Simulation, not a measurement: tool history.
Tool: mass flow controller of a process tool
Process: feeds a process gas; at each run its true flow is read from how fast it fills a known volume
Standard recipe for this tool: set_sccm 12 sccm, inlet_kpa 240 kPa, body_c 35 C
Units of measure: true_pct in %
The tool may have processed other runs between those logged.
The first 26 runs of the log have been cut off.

{"run": 27, "day": 177.121, "set_sccm": 2, "inlet_kpa": 182, "body_c": 34, "true_pct": 88.92}
{"run": 28, "day": 185.796, "set_sccm": 2, "inlet_kpa": 182, "body_c": 34, "true_pct": 88.71}
{"run": 29, "day": 193.654, "set_sccm": 3, "inlet_kpa": 240, "body_c": 27, "true_pct": 91.35}
{"run": 30, "day": 198.733, "set_sccm": 3, "inlet_kpa": 250, "body_c": 27, "true_pct": 91.19}
{"run": 31, "day": 206.392, "set_sccm": 7, "inlet_kpa": 250, "body_c": 30, "true_pct": 94.41}
{"day": 210.796, "done": "controller's zero set anew, once more"}
{"run": 32, "day": 211.371, "set_sccm": 7, "inlet_kpa": 250, "body_c": 30, "true_pct": 96.61}
{"run": 33, "day": 219.021, "set_sccm": 4, "inlet_kpa": 250, "body_c": 30, "true_pct": 96.31}
{"run": 34, "day": 228.671, "set_sccm": 6, "inlet_kpa": 250, "body_c": 32, "true_pct": 96.34}
{"run": 35, "day": 238.158, "set_sccm": 3, "inlet_kpa": 221, "body_c": 22, "true_pct": 96.46}
{"run": 36, "day": 246.958, "set_sccm": 3, "inlet_kpa": 227, "body_c": 22, "true_pct": 96.36}
{"run": 37, "day": 256.062, "set_sccm": 10, "inlet_kpa": 180, "body_c": 35, "true_pct": 96.9}

Alternative continuations, all from the tool just after run 37; predict every row:
{"run": "A", "day": 261.404, "set_sccm": 15, "inlet_kpa": 267, "body_c": 27, "true_pct": "?"}
{"run": "B", "day": 261.404, "set_sccm": 12, "inlet_kpa": 183, "body_c": 35, "true_pct": "?"}
{"run": "C", "day": 261.404, "set_sccm": 3, "inlet_kpa": 231, "body_c": 35, "true_pct": "?"}
{"run": "D", "day": 261.404, "set_sccm": 7, "inlet_kpa": 231, "body_c": 35, "true_pct": "?"}

run=A true_pct=97.21
run=B true_pct=97.00
run=C true_pct=95.47
run=D true_pct=96.28
With no hidden state in the tool, these same runs would have given:
run=A true_pct=99.06
run=B true_pct=98.88
run=C true_pct=97.79
run=D true_pct=98.27

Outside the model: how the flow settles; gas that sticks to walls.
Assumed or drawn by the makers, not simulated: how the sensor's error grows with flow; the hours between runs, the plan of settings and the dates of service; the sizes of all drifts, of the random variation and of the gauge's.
